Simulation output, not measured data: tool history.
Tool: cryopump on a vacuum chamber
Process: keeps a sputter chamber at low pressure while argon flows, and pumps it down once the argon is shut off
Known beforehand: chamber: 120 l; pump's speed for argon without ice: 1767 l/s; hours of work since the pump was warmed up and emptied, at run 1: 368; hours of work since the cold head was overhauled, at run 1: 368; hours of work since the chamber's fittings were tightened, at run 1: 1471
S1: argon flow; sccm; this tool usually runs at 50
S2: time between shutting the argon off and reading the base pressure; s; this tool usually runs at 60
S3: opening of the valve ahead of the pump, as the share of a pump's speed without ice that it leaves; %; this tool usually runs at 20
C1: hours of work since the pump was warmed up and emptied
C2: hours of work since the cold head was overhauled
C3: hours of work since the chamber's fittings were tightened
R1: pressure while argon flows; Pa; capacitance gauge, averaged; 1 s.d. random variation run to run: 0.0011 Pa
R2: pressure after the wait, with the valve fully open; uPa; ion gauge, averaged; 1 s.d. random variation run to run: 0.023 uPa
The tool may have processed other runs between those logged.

run	day	S1	S2	S3	C1	C2	C3	R1	R2
1	0.000	50	60	20	368	368	1471	0.2430	1.97
2	2.188	50	60	20	398	398	1501	0.2447	2.04
3	4.267	50	60	20	426	426	1529	0.2429	1.99
4	6.804	50	60	20	460	460	1563	0.2449	2.01
5	8.867	50	41	20	488	488	1591	0.2442	2.35
6	10.700	50	60	20	513	513	1616	0.2437	2.11
7	13.329	50	60	20	548	548	1652	0.2446	2.18
8	15.488	50	117	20	578	578	1681	0.2480	1.92
9	18.579	50	60	20	619	619	1723	0.2480	2.24
10	22.367	50	60	20	671	671	1774	0.2466	2.31
11	24.358	41	60	20	697	697	1801	0.2037	2.33
12	27.112	24	60	20	735	735	1838	0.1198	2.40
13	29.433	24	60	26	766	766	1869	0.0916	2.48
14	31.771	50	60	53	798	798	1901	0.0999	2.44
15	35.062	50	60	53	842	842	1945	0.0999	2.59
16	38.683	50	108	20	891	891	1994	0.2514	2.29
17	41.621	50	108	20	931	931	2034	0.2513	2.43
18	43.488	50	62	22	956	956	2059	0.2291	2.74
19	46.558	50	60	17	998	998	2101	0.2929	2.74
20	49.446	22	26	47	1037	1037	2140	0.0510	3.57
21	52.871	64	60	20	1083	1083	2186	0.3245	2.83
22	54.408	98	23	37	1104	1104	2207	0.2797	3.91
23	55.971	29	62	29	1125	1125	2228	0.1037	2.91
24	58.221	29	23	29	1155	1155	2258	0.1032	3.81
# day 60.821: pump warmed up, emptied and cooled again
25	60.821	87	30	36	0	1188	2291	0.2334	3.08
26	62.875	87	30	36	28	1215	2318	0.2317	3.04
27	65.212	24	265	36	59	1247	2350	0.0652	2.05
28	68.788	97	24	32	108	1295	2398	0.2933	3.47

Below are 4 alternative next runs, each starting from the tool's condition after run 28. Predict each:
A	72.588	82	196	59	159	1347	2450	?	?
B	72.588	70	72	51	159	1347	2450	?	?
C	72.588	97	24	26	159	1347	2450	?	?
D	72.588	50	20	41	159	1347	2450	?	?

run	R1	R2
A	0.1376	2.19
B	0.1345	2.55
C	0.3620	3.51
D	0.1191	3.97
Take away the tool's hidden state, keep each run's random variation, and the runs would have read:
run	R1	R2
A	0.1337	0.33
B	0.1313	0.66
C	0.3574	1.64
D	0.1168	2.02
